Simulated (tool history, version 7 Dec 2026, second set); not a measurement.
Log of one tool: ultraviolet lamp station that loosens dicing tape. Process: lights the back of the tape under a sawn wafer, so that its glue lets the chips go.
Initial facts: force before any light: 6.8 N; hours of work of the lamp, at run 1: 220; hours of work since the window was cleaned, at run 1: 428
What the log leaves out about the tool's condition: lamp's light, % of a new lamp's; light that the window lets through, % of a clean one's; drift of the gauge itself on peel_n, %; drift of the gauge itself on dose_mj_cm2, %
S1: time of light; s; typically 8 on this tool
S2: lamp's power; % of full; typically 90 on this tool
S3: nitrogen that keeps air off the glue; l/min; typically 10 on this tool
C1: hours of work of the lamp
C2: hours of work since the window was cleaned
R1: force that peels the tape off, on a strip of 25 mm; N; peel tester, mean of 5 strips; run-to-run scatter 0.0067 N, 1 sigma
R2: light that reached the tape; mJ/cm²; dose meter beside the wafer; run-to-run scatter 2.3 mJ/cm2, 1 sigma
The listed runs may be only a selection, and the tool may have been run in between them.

| run | hour | S1 | S2 | S3 | C1 | C2 | R1 | R2 |
|---|---|---|---|---|---|---|---|---|
| 1 | 0 | 8 | 90 | 10 | 220 | 428 | 0.345 | 193 |
| 2 | 30 | 8 | 90 | 10 | 242 | 450 | 0.369 | 189 |
| 3 | 47.5 | 8 | 90 | 10 | 255 | 463 | 0.361 | 191 |
| 4 | 73.5 | 8 | 69 | 10 | 274 | 482 | 0.68 | 142 |
| 5 | 107.7 | 8 | 69 | 10 | 299 | 507 | 0.7 | 138 |
|  | 117.2 | window cleaned of glue's vapour |
| 6 | 134.9 | 14 | 90 | 10 | 318 | 13 | 0.138 | 366 |
| 7 | 165.5 | 5 | 78 | 4 | 341 | 35 | 1.709 | 108 |
| 8 | 183.6 | 13 | 83 | 18 | 354 | 49 | 0.142 | 306 |
| 9 | 201.4 | 13 | 83 | 18 | 367 | 62 | 0.126 | 302 |
| 10 | 218.1 | 13 | 82 | 5 | 379 | 74 | 0.228 | 299 |
| 11 | 252.3 | 8 | 77 | 6 | 404 | 99 | 0.636 | 170 |
| 12 | 283.1 | 8 | 77 | 6 | 427 | 122 | 0.682 | 168 |

Consider 4 possible next runs. They are alternatives, not a sequence: every one starts from the tool as it was left by run 12. What does each give?
| A | 302.4 | 5 | 90 | 10 | 441 | 136 | ? | ? |
| B | 302.4 | 5 | 60 | 4 | 441 | 136 | ? | ? |
| C | 302.4 | 6 | 90 | 10 | 441 | 136 | ? | ? |
| D | 302.4 | 8 | 86 | 18 | 441 | 136 | ? | ? |

| run | R1 | R2 |
|---|---|---|
| A | 0.91 | 121 |
| B | 2.492 | 80 |
| C | 0.637 | 148 |
| D | 0.261 | 185 |
Had the tool no hidden state, the same runs would have come out as:
| run | R1 | R2 |
|---|---|---|
| A | 0.616 | 147 |
| B | 2.014 | 98 |
| C | 0.415 | 180 |
| D | 0.179 | 225 |

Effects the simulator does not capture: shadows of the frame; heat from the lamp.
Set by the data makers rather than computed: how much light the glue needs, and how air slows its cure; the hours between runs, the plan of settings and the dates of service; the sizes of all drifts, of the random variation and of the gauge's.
